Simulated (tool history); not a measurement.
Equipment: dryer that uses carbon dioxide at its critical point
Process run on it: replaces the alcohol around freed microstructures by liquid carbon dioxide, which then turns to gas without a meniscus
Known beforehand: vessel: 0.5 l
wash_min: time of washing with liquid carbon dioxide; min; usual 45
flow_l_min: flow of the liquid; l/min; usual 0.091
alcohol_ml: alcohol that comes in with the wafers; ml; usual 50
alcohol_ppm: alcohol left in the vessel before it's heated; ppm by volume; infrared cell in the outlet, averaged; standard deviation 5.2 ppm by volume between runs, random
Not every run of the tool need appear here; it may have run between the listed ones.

run   hour  wash_min  flow_l_min  alcohol_ml  alcohol_ppm
  1      0        45       0.091          50          195
  2   14.6        45       0.091          50          192
  3   32.1        61       0.091          50           98
  4   59.6        61       0.091          50          105
  5   83.1        33       0.091          50          813
  6   96.5        45      0.0911          50          209
  7  112.8        45      0.0911          50          216
  8  144.2        45      0.0911          50          219
  9  171.3        45      0.0911          50          239
 10  187.2        45      0.1504          50          108
 11  212.6        45      0.1504          50          120
 12  243.7        45      0.1504          50          121
 13  262.1        45      0.1504          50          131
 14  280.4        45      0.1504          50          118
 15    308        64      0.0732          93          250
 16  321.7        64      0.0732          93          236
 17  353.4        29       0.133          21          208
 18  375.6        29       0.133          21          214
 19  405.8        37       0.091          50          667
 20  433.7        49      0.0898          43          230
 21    457        49      0.0898          43          236
 22  480.8        49      0.0898          43          237
 23  510.6        38      0.1335         119          224
 24  529.9        38      0.1335         119          227
 25  559.9        38      0.1335         119          237
 26  574.7        38      0.1335         119          246

Difference, measured minus no-hidden-state, one row per run. Run-to-run variation is common to both terms; the gauge's own scatter need not be:
What the log doesn't record here: flow that reaches the vessel past the clogged filter, %; alcohol in the recycled carbon dioxide, ppm; drift of the gauge itself on alcohol_ppm, %.
run  alcohol_ppm
  1         +104
  2         +107
  3          +89
  4          +94
  5         +245
  6         +125
  7         +131
  8         +137
  9         +145
 10         +105
 11         +107
 12         +111
 13         +115
 14         +114
 15         +178
 16         +176
 17         +161
 18         +167
 19         +367
 20         +183
 21         +187
 22         +191
 23         +193
 24         +198
 25         +207
 26         +210
